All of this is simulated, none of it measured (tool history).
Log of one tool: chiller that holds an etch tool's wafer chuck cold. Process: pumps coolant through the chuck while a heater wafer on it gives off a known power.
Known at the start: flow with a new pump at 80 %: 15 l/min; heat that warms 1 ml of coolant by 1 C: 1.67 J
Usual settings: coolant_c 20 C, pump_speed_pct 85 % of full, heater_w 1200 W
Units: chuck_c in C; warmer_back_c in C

Run 1, hour 0: usual settings. Result: chuck_c 29.1 C, warmer_back_c 2.81 C.
Run 2, hour 78.4: usual settings. Result: chuck_c 29.4 C, warmer_back_c 2.81 C.
Run 3, hour 119.2: usual settings. Result: chuck_c 29.4 C, warmer_back_c 2.83 C.
Run 4, hour 180.7: usual settings. Result: chuck_c 29.4 C, warmer_back_c 2.79 C.
Run 5, hour 232.6: usual settings but coolant_c 21 C. Result: chuck_c 30.3 C, warmer_back_c 2.82 C.
Run 6, hour 303.6: usual settings but coolant_c 21 C. Result: chuck_c 30.3 C, warmer_back_c 2.8 C.
Run 7, hour 341.8: usual settings. Result: chuck_c 29.5 C, warmer_back_c 2.81 C.
Run 8, hour 409.5: usual settings. Result: chuck_c 29.4 C, warmer_back_c 2.83 C.
Run 9, hour 488.9: usual settings. Result: chuck_c 29.4 C, warmer_back_c 2.84 C.
Run 10, hour 573.2: usual settings but coolant_c 19 C. Result: chuck_c 28.5 C, warmer_back_c 2.8 C.
At hour 614.4: coolant changed, channels flushed.
Run 11, hour 617.6: usual settings but coolant_c 24 C, pump_speed_pct 81 % of full, heater_w 812 W. Result: chuck_c 30 C, warmer_back_c 1.98 C.
Run 12, hour 681.7: usual settings but coolant_c 13 C, pump_speed_pct 81 % of full, heater_w 805 W. Result: chuck_c 18.8 C, warmer_back_c 2.02 C.
Run 13, hour 769.9: usual settings but coolant_c 29 C, pump_speed_pct 95 % of full, heater_w 1503 W. Result: chuck_c 38.7 C, warmer_back_c 3.17 C.
Run 14, hour 819: usual settings but coolant_c 14 C, pump_speed_pct 95 % of full, heater_w 952 W. Result: chuck_c 20.3 C, warmer_back_c 1.98 C.
Run 15, hour 906.1: usual settings but coolant_c 13 C. Result: chuck_c 21.3 C, warmer_back_c 2.81 C.

Forecast each of these 3 alternatives for the next run:
Run A, hour 982: usual settings but coolant_c 17 C, pump_speed_pct 74 % of full, heater_w 1483 W. Result: chuck_c ?, warmer_back_c ?.
Run B, hour 982: usual settings but coolant_c 13 C, heater_w 637 W. Result: chuck_c ?, warmer_back_c ?.
Run C, hour 982: usual settings but coolant_c 17 C, pump_speed_pct 71 % of full, heater_w 1744 W. Result: chuck_c ?, warmer_back_c ?.

run  chuck_c  warmer_back_c
  A     28.4              4
  B     17.6           1.46
  C       31           4.97
Without the tool's hidden state the same runs would have given:
run  chuck_c  warmer_back_c
  A     27.9           3.81
  B     17.4           1.38
  C     30.4           4.73
